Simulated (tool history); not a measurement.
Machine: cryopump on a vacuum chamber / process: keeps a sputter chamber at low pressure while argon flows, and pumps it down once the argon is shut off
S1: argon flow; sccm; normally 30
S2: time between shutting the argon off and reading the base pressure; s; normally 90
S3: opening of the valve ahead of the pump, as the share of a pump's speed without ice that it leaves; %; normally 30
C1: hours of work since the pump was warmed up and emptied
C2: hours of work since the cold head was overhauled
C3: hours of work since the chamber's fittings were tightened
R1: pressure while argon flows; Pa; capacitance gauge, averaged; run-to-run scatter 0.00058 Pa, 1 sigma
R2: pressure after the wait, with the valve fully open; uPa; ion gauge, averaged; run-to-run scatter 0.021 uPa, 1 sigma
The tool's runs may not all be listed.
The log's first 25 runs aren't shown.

| run | hour | S1 | S2 | S3 | C1 | C2 | C3 | R1 | R2 |
|---|---|---|---|---|---|---|---|---|---|
| 26 | 891.9 | 15 | 20 | 25 | 250 | 2030 | 1964 | 0.0474 | 2.26 |
| 27 | 935.9 | 30 | 229 | 20 | 288 | 2069 | 2003 | 0.1173 | 1.53 |
| 28 | 967.1 | 24 | 229 | 30 | 316 | 2097 | 2030 | 0.0633 | 1.55 |
| 29 | 992.7 | 24 | 229 | 30 | 339 | 2119 | 2053 | 0.0639 | 1.52 |
|  | 1001.9 | pump warmed up, emptied and cooled again |
| 30 | 1025.3 | 24 | 229 | 30 | 21 | 2144 | 2077 | 0.0613 | 1.34 |
| 31 | 1062.4 | 22 | 140 | 24 | 53 | 2177 | 2110 | 0.0689 | 1.45 |
| 32 | 1086.1 | 27 | 78 | 36 | 74 | 2197 | 2131 | 0.0573 | 1.54 |
| 33 | 1133.6 | 27 | 78 | 36 | 116 | 2239 | 2173 | 0.0585 | 1.6 |
| 34 | 1172.3 | 30 | 27 | 38 | 151 | 2274 | 2207 | 0.061 | 2.06 |

Each row is a separate what-if for the run after 34, all from the same tool condition, not one after another. Results?
| A | 1195.2 | 18 | 140 | 42 | 171 | 2294 | 2227 | ? | ? |
| B | 1195.2 | 30 | 27 | 59 | 171 | 2294 | 2227 | ? | ? |
| C | 1195.2 | 27 | 27 | 31 | 171 | 2294 | 2227 | ? | ? |

| run | R1 | R2 |
|---|---|---|
| A | 0.0337 | 1.65 |
| B | 0.041 | 2.1 |
| C | 0.0683 | 2.13 |
What these runs would have given with no unlogged condition in the tool:
| run | R1 | R2 |
|---|---|---|
| A | 0.0321 | 0.3 |
| B | 0.0382 | 0.79 |
| C | 0.0658 | 0.82 |

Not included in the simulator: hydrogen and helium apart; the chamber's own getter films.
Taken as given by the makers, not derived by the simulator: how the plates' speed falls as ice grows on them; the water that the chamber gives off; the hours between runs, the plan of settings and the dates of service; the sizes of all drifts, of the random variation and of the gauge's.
